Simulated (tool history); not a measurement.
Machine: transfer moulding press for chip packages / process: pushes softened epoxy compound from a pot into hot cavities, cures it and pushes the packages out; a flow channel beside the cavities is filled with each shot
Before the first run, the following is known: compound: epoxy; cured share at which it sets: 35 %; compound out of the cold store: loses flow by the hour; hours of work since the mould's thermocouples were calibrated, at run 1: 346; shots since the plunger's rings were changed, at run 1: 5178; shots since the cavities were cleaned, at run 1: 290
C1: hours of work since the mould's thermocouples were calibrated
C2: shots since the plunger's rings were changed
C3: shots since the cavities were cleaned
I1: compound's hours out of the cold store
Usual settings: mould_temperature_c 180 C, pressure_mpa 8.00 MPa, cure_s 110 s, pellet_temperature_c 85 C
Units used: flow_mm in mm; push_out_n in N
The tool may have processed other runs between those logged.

run 1 hour=0.0 | mould_temperature_c=180 pressure_mpa=8.00 cure_s=110 pellet_temperature_c=85 | C1=346 C2=5178 C3=290 | I1=32.0 | flow_mm=504 push_out_n=310
run 2 hour=10.7 | mould_temperature_c=180 pressure_mpa=8.00 cure_s=110 pellet_temperature_c=85 | C1=354 C2=5309 C3=421 | I1=17.2 | flow_mm=536 push_out_n=341
-- hour=24.0 cavities cleaned with cleaning compound and waxed
run 3 hour=24.1 | mould_temperature_c=180 pressure_mpa=8.00 cure_s=110 pellet_temperature_c=85 | C1=363 C2=5456 C3=2 | I1=9.2 | flow_mm=572 push_out_n=252
run 4 hour=32.0 | mould_temperature_c=180 pressure_mpa=8.00 cure_s=110 pellet_temperature_c=85 | C1=369 C2=5552 C3=98 | I1=23.2 | flow_mm=517 push_out_n=259
run 5 hour=46.0 | mould_temperature_c=180 pressure_mpa=8.00 cure_s=110 pellet_temperature_c=85 | C1=380 C2=5724 C3=270 | I1=34.7 | flow_mm=496 push_out_n=300
run 6 hour=59.8 | mould_temperature_c=180 pressure_mpa=8.00 cure_s=110 pellet_temperature_c=85 | C1=390 C2=5893 C3=439 | I1=44.1 | flow_mm=460 push_out_n=315
-- hour=72.1 cavities cleaned with cleaning compound and waxed
run 7 hour=75.3 | mould_temperature_c=172 pressure_mpa=8.00 cure_s=110 pellet_temperature_c=85 | C1=401 C2=6066 C3=40 | I1=14.6 | flow_mm=559 push_out_n=421
-- hour=83.6 mould's thermocouples calibrated
run 8 hour=87.4 | mould_temperature_c=172 pressure_mpa=8.00 cure_s=110 pellet_temperature_c=85 | C1=3 C2=6189 C3=163 | I1=37.5 | flow_mm=499 push_out_n=444
run 9 hour=100.9 | mould_temperature_c=180 pressure_mpa=8.20 cure_s=110 pellet_temperature_c=85 | C1=13 C2=6355 C3=329 | I1=22.5 | flow_mm=521 push_out_n=325
run 10 hour=115.9 | mould_temperature_c=180 pressure_mpa=8.00 cure_s=110 pellet_temperature_c=85 | C1=25 C2=6539 C3=513 | I1=18.6 | flow_mm=522 push_out_n=359
-- hour=121.4 cavities cleaned with cleaning compound and waxed
run 11 hour=129.6 | mould_temperature_c=180 pressure_mpa=8.00 cure_s=110 pellet_temperature_c=85 | C1=34 C2=6689 C3=101 | I1=31.2 | flow_mm=495 push_out_n=264
-- hour=146.3 plunger's sealing rings changed
run 12 hour=146.3 | mould_temperature_c=180 pressure_mpa=8.00 cure_s=110 pellet_temperature_c=85 | C1=45 C2=0 C3=275 | I1=46.0 | flow_mm=523 push_out_n=298
run 13 hour=157.9 | mould_temperature_c=180 pressure_mpa=8.00 cure_s=110 pellet_temperature_c=85 | C1=54 C2=142 C3=417 | I1=28.3 | flow_mm=584 push_out_n=347
run 14 hour=168.1 | mould_temperature_c=180 pressure_mpa=8.00 cure_s=110 pellet_temperature_c=78 | C1=61 C2=267 C3=542 | I1=29.6 | flow_mm=571 push_out_n=363
-- hour=171.7 cavities cleaned with cleaning compound and waxed
run 15 hour=182.0 | mould_temperature_c=180 pressure_mpa=8.00 cure_s=110 pellet_temperature_c=78 | C1=71 C2=419 C3=126 | I1=37.4 | flow_mm=549 push_out_n=261
run 16 hour=189.4 | mould_temperature_c=180 pressure_mpa=9.56 cure_s=90 pellet_temperature_c=78 | C1=76 C2=510 C3=217 | I1=43.2 | flow_mm=582 push_out_n=413
run 17 hour=199.8 | mould_temperature_c=178 pressure_mpa=6.85 cure_s=110 pellet_temperature_c=82 | C1=84 C2=638 C3=345 | I1=21.2 | flow_mm=550 push_out_n=378
run 18 hour=214.8 | mould_temperature_c=178 pressure_mpa=7.77 cure_s=138 pellet_temperature_c=79 | C1=96 C2=822 C3=529 | I1=25.7 | flow_mm=581 push_out_n=310
-- hour=219.4 cavities cleaned with cleaning compound and waxed
run 19 hour=231.0 | mould_temperature_c=178 pressure_mpa=7.77 cure_s=138 pellet_temperature_c=79 | C1=107 C2=1003 C3=144 | I1=9.1 | flow_mm=615 push_out_n=243
run 20 hour=245.5 | mould_temperature_c=180 pressure_mpa=8.00 cure_s=122 pellet_temperature_c=85 | C1=118 C2=1180 C3=321 | I1=15.9 | flow_mm=602 push_out_n=278
run 21 hour=260.0 | mould_temperature_c=174 pressure_mpa=6.88 cure_s=147 pellet_temperature_c=78 | C1=129 C2=1358 C3=499 | I1=17.9 | flow_mm=555 push_out_n=318
-- hour=266.7 cavities cleaned with cleaning compound and waxed
run 22 hour=271.2 | mould_temperature_c=174 pressure_mpa=6.88 cure_s=147 pellet_temperature_c=78 | C1=136 C2=1477 C3=56 | I1=20.1 | flow_mm=561 push_out_n=228
run 23 hour=279.3 | mould_temperature_c=174 pressure_mpa=7.05 cure_s=147 pellet_temperature_c=78 | C1=143 C2=1576 C3=155 | I1=44.9 | flow_mm=489 push_out_n=248
run 24 hour=289.4 | mould_temperature_c=174 pressure_mpa=8.31 cure_s=110 pellet_temperature_c=92 | C1=150 C2=1700 C3=279 | I1=18.5 | flow_mm=614 push_out_n=441
run 25 hour=296.9 | mould_temperature_c=174 pressure_mpa=7.36 cure_s=145 pellet_temperature_c=92 | C1=156 C2=1792 C3=371 | I1=28.0 | flow_mm=541 push_out_n=306
run 26 hour=308.6 | mould_temperature_c=177 pressure_mpa=6.31 cure_s=139 pellet_temperature_c=83 | C1=165 C2=1936 C3=515 | I1=23.4 | flow_mm=509 push_out_n=305
-- hour=314.7 cavities cleaned with cleaning compound and waxed
run 27 hour=317.4 | mould_temperature_c=177 pressure_mpa=6.31 cure_s=139 pellet_temperature_c=83 | C1=170 C2=2025 C3=32 | I1=21.4 | flow_mm=510 push_out_n=214
run 28 hour=324.4 | mould_temperature_c=177 pressure_mpa=6.31 cure_s=139 pellet_temperature_c=83 | C1=176 C2=2111 C3=118 | I1=9.8 | flow_mm=547 push_out_n=235
run 29 hour=336.8 | mould_temperature_c=177 pressure_mpa=6.31 cure_s=139 pellet_temperature_c=83 | C1=185 C2=2263 C3=270 | I1=45.8 | flow_mm=452 push_out_n=252

Each row is a separate what-if for the run after 29, all from the same tool condition, not one after another. Results?
run A hour=343.0 | mould_temperature_c=187 pressure_mpa=6.31 cure_s=139 pellet_temperature_c=86 | C1=190 C2=2340 C3=347 | I1=21.2 | flow_mm=? push_out_n=?
run B hour=343.0 | mould_temperature_c=180 pressure_mpa=8.00 cure_s=110 pellet_temperature_c=91 | C1=190 C2=2340 C3=347 | I1=44.7 | flow_mm=? push_out_n=?
run C hour=343.0 | mould_temperature_c=177 pressure_mpa=6.31 cure_s=139 pellet_temperature_c=83 | C1=190 C2=2340 C3=347 | I1=18.1 | flow_mm=? push_out_n=?

run=A flow_mm=501 push_out_n=265
run=B flow_mm=507 push_out_n=335
run=C flow_mm=520 push_out_n=291
With no hidden state in the tool, these same runs would have given:
run=A flow_mm=527 push_out_n=192
run=B flow_mm=533 push_out_n=242
run=C flow_mm=547 push_out_n=206
